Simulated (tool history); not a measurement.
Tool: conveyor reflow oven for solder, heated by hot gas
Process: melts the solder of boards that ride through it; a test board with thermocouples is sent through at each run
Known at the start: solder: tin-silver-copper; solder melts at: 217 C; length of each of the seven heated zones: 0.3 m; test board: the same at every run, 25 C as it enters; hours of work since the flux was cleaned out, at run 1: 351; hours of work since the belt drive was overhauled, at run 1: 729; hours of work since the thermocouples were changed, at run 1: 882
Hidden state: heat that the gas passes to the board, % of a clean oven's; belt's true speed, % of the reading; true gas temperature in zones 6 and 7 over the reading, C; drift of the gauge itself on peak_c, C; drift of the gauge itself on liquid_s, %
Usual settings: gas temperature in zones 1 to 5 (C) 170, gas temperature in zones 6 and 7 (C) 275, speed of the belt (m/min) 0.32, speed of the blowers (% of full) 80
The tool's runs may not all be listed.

run     day  gas temperature in zones 1 to 5 (C)  gas temperature in zones 6 and 7 (C)  speed of the belt (m/min)  speed of the blowers (% of full)  hours of work since the flux was cleaned out  hours of work since the belt drive was overhauled  hours of work since the thermocouples were changed  highest temperature of the board (C)  time above the solder's melting point (s)
  1       0                                  170                                   275                       0.32                                80                                           351                                                729                                                 882                                 264.3                                       95.1
      1.608  -- flux residue cleaned out of gas plates and filters
  2   3.171                                  170                                   275                       0.32                                80                                            26                                                778                                                 931                                 264.8                                       94.6
  3    5.05                                  170                                   275                       0.32                                80                                            57                                                809                                                 962                                   265                                       95.6
  4   7.908                                  179                                   275                       0.32                                80                                           105                                                857                                                1010                                 265.6                                       99.9
  5   10.25                                  179                                   275                       0.32                                80                                           143                                                895                                                1048                                 265.2                                      100.3
  6  13.175                                  170                                   275                       0.32                                80                                           192                                                944                                                1097                                 264.7                                       95.7
  7  15.438                                  170                                   264                       0.32                                80                                           229                                                982                                                1134                                 253.8                                       87.2
  8  18.338                                  170                                   264                       0.32                                80                                           278                                               1030                                                1183                                 253.9                                       87.1
  9  20.042                                  183                                   275                       0.32                                80                                           306                                               1058                                                1211                                   266                                        102
 10  22.146                                  172                                   275                       0.32                                80                                           341                                               1093                                                1246                                 264.1                                       95.9
     24.429  -- flux residue cleaned out of gas plates and filters
 11  24.679                                  172                                   275                       0.32                                80                                             4                                               1132                                                1284                                 264.7                                         96
     27.529  -- thermocouples of zones 6 and 7 changed
 12  28.154                                  170                                   275                       0.32                                80                                            60                                               1188                                                  10                                 264.6                                         95
 13  31.562                                  170                                   275                       0.32                                80                                           117                                               1244                                                  67                                 264.3                                       95.3
 14  34.342                                  170                                   275                       0.32                                80                                           163                                               1291                                                 113                                 264.4                                       95.1
 15  37.758                                  170                                   275                       0.32                                80                                           220                                               1347                                                 170                                 264.3                                       95.5
 16  40.504                                  170                                   285                      0.343                                80                                           265                                               1393                                                 215                                 272.2                                       93.2
 17  42.325                                  170                                   277                       0.32                                80                                           296                                               1423                                                 246                                 266.9                                         96
 18  45.454                                  181                                   264                      0.318                                67                                           348                                               1475                                                 297                                 254.1                                       92.9
     47.292  -- flux residue cleaned out of gas plates and filters
 19  47.725                                  184                                   275                       0.32                                80                                             7                                               1509                                                 332                                 266.3                                      102.6
     48.775  -- belt drive overhauled, speed set with a stopwatch
 20  49.421                                  184                                   274                      0.358                                80                                            33                                                 11                                                 357                                 262.8                                       89.2
 21   52.45                                  184                                   274                      0.358                                80                                            83                                                 61                                                 407                                 263.1                                       89.7
 22  55.829                                  184                                   281                      0.358                                80                                           139                                                117                                                 463                                 268.3                                       92.9
 23    58.8                                  184                                   266                      0.293                                80                                           188                                                166                                                 513                                 259.3                                      107.4
 24  61.404                                  184                                   266                      0.293                                80                                           231                                                210                                                 556                                 258.6                                      108.1
 25  64.242                                  170                                   266                       0.32                                80                                           279                                                257                                                 603                                 256.2                                       88.7
 26  67.333                                  166                                   275                       0.32                                85                                           330                                                308                                                 654                                 265.2                                       93.4
     70.321  -- flux residue cleaned out of gas plates and filters
 27  70.658                                  166                                   275                       0.32                                85                                             6                                                360                                                 706                                 265.4                                       93.8
 28  73.988                                  158                                   274                      0.328                                53                                            61                                                415                                                 761                                 255.7                                       79.3
 29  75.696                                  158                                   274                      0.328                                53                                            89                                                443                                                 790                                 256.7                                         79

Forecast each of these 4 alternatives for the next run:
  A  77.183                                  168                                   276                      0.353                                53                                           114                                                468                                                 814                                     ?                                          ?
  B  77.183                                  158                                   274                      0.328                                74                                           114                                                468                                                 814                                     ?                                          ?
  C  77.183                                  167                                   284                      0.286                                80                                           114                                                468                                                 814                                     ?                                          ?
  D  77.183                                  180                                   275                       0.28                                76                                           114                                                468                                                 814                                     ?                                          ?

run  highest temperature of the board (C)  time above the solder's melting point (s)
  A                                 256.8                                       77.7
  B                                   260                                         84
  C                                 275.2                                      113.2
  D                                   268                                      117.1
Without the tool's hidden state the same runs would have given:
run  highest temperature of the board (C)  time above the solder's melting point (s)
  A                                 256.8                                       77.7
  B                                   260                                         84
  C                                 275.2                                      113.3
  D                                   268                                      117.1

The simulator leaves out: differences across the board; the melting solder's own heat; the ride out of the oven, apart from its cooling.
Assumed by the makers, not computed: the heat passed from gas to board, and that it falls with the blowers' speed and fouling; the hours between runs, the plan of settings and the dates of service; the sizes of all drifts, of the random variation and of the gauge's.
